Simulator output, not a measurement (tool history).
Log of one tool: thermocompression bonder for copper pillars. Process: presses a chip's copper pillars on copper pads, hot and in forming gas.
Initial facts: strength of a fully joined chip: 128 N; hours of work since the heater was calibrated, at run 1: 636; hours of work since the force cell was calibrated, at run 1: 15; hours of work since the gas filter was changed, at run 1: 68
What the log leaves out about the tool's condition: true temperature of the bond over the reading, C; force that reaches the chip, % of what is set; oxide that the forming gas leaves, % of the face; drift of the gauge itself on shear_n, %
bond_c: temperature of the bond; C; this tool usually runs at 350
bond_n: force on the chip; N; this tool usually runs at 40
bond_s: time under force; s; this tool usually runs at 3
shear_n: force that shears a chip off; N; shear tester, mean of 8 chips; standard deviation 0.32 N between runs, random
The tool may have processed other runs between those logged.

run	hour	bond_c	bond_n	bond_s	hours of work since the heater was calibrated	hours of work since the force cell was calibrated	hours of work since the gas filter was changed	shear_n
1	0.0	350	40	3	636	15	68	68.3
2	25.9	350	52	3	647	26	79	86.0
3	40.7	350	52	3	653	33	86	84.6
4	54.7	350	52	3	659	39	92	85.4
5	76.2	343	40	3	669	48	101	64.6
6	101.9	343	40	3	680	59	112	64.8
7	132.8	350	40	3	693	72	125	68.1
8	147.1	350	40	3	699	79	132	68.4
9	173.6	350	40	3	711	90	143	68.0
10	201.2	350	24	2	723	102	155	34.2
11	225.1	350	29	3	733	112	165	49.9
12	250.1	361	29	3	744	123	176	54.8
13	280.3	373	25	5	757	136	189	62.8
14	312.9	373	25	5	771	150	203	63.0
15	344.7	373	25	5	785	164	217	62.6
16	369.9	339	47	2	795	175	228	63.6
17	387.2	339	58	2	803	182	235	76.8
18	402.0	339	58	2	809	189	242	76.7

Predict each of these 4 candidate next runs independently; none follows another, all start after run 18:
A	427.4	368	40	4	820	200	253	?
B	427.4	350	40	4	820	200	253	?
C	427.4	363	54	3	820	200	253	?
D	427.4	350	40	2	820	200	253	?

run	shear_n
A	85.0
B	75.2
C	93.9
D	58.9
The same runs, with their run-to-run variation unchanged, on a tool lacking any hidden condition would have given:
run	shear_n
A	85.0
B	75.2
C	93.9
D	58.9
